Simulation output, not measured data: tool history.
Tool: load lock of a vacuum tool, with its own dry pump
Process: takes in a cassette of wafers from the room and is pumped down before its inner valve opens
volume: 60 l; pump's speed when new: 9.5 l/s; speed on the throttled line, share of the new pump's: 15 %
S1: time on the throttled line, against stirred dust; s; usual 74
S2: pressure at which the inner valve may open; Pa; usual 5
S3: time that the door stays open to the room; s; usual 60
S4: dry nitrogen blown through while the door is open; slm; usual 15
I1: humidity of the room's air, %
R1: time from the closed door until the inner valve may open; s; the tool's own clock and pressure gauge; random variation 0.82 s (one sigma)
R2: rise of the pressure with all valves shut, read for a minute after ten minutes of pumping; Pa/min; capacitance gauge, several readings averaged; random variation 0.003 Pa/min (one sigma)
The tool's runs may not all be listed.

Run 1, day 0.000: usual settings; I1 42.3. Result: R1 127.7 s, R2 0.281 Pa/min.
At day 1.938: door's seal changed, seat wiped.
Run 2, day 9.325: usual settings; I1 43.6. Result: R1 129.1 s, R2 0.045 Pa/min.
Run 3, day 16.667: usual settings; I1 44.2. Result: R1 128.1 s, R2 0.056 Pa/min.
Run 4, day 27.704: usual settings but S3 59 s; I1 46.9. Result: R1 127.9 s, R2 0.061 Pa/min.
Run 5, day 34.362: usual settings but S3 59 s; I1 40.2. Result: R1 130.8 s, R2 0.046 Pa/min.
Run 6, day 45.471: usual settings but S3 59 s; I1 44.2. Result: R1 130.1 s, R2 0.061 Pa/min.
Run 7, day 51.508: usual settings but S3 201 s; I1 45.6. Result: R1 129.6 s, R2 0.135 Pa/min.
Run 8, day 62.529: usual settings but S1 57 s, S3 201 s; I1 49.2. Result: R1 117.0 s, R2 0.157 Pa/min.
Run 9, day 68.404: usual settings but S3 38 s; I1 47.2. Result: R1 131.0 s, R2 0.048 Pa/min.
Run 10, day 76.433: usual settings but S3 38 s; I1 43.2. Result: R1 130.4 s, R2 0.055 Pa/min.
Run 11, day 87.629: usual settings but S3 38 s; I1 45.7. Result: R1 130.0 s, R2 0.061 Pa/min.
Run 12, day 98.742: usual settings; I1 45.9. Result: R1 130.7 s, R2 0.084 Pa/min.
Run 13, day 109.346: usual settings but S1 45 s; I1 44.1. Result: R1 107.8 s, R2 0.082 Pa/min.
Run 14, day 115.279: usual settings but S1 45 s; I1 46.3. Result: R1 108.8 s, R2 0.086 Pa/min.
Run 15, day 121.567: usual settings but S1 45 s; I1 42.5. Result: R1 109.2 s, R2 0.087 Pa/min.
Run 16, day 128.767: usual settings but S1 45 s; I1 47.6. Result: R1 109.3 s, R2 0.095 Pa/min.
Run 17, day 137.675: usual settings but S1 81 s, S2 4 Pa, S4 10 slm; I1 45.9. Result: R1 140.4 s, R2 0.103 Pa/min.
Run 18, day 142.250: usual settings but S1 60 s, S2 9 Pa; I1 46.1. Result: R1 117.2 s, R2 0.100 Pa/min.
Run 19, day 148.950: usual settings but S1 60 s, S2 4 Pa, S3 42 s; I1 46.1. Result: R1 124.1 s, R2 0.095 Pa/min.
Run 20, day 154.888: usual settings but S1 141 s, S2 6 Pa, S3 42 s; I1 47.9. Result: R1 186.4 s, R2 0.094 Pa/min.
Run 21, day 162.408: usual settings but S1 112 s, S2 6 Pa, S3 207 s; I1 43.8. Result: R1 163.1 s, R2 0.179 Pa/min.
Run 22, day 169.704: usual settings but S1 53 s; I1 45.9. Result: R1 116.5 s, R2 0.112 Pa/min.
Run 23, day 178.271: usual settings but S1 53 s, S4 4 slm; I1 46.4. Result: R1 118.0 s, R2 0.126 Pa/min.
Run 24, day 185.079: usual settings but S1 80 s, S3 170 s, S4 4 slm; I1 47.2. Result: R1 139.4 s, R2 0.210 Pa/min.
Run 25, day 190.333: usual settings but S1 80 s, S3 170 s, S4 4 slm; I1 44.0. Result: R1 139.5 s, R2 0.215 Pa/min.

Forecast each of these 5 alternatives for the next run:
Run A, day 201.500: usual settings but S1 80 s, S3 125 s, S4 4 slm; I1 45.0. Result: R1 ?, R2 ?.
Run B, day 201.500: usual settings but S2 4 Pa, S4 9 slm; I1 45.4. Result: R1 ?, R2 ?.
Run C, day 201.500: usual settings but S2 6 Pa, S4 33 slm; I1 45.1. Result: R1 ?, R2 ?.
Run D, day 201.500: usual settings but S1 124 s, S3 170 s, S4 4 slm; I1 45.7. Result: R1 ?, R2 ?.
Run E, day 201.500: usual settings but S3 206 s; I1 43.1. Result: R1 ?, R2 ?.

run     R1     R2
  A  139.4  0.191
  B  139.6  0.136
  C  133.5  0.124
  D  177.7  0.223
  E  136.6  0.198
Without the tool's hidden state the same runs would have given:
run     R1     R2
  A  130.2  0.107
  B  129.8  0.054
  C  124.5  0.042
  D  169.6  0.139
  E  127.3  0.116
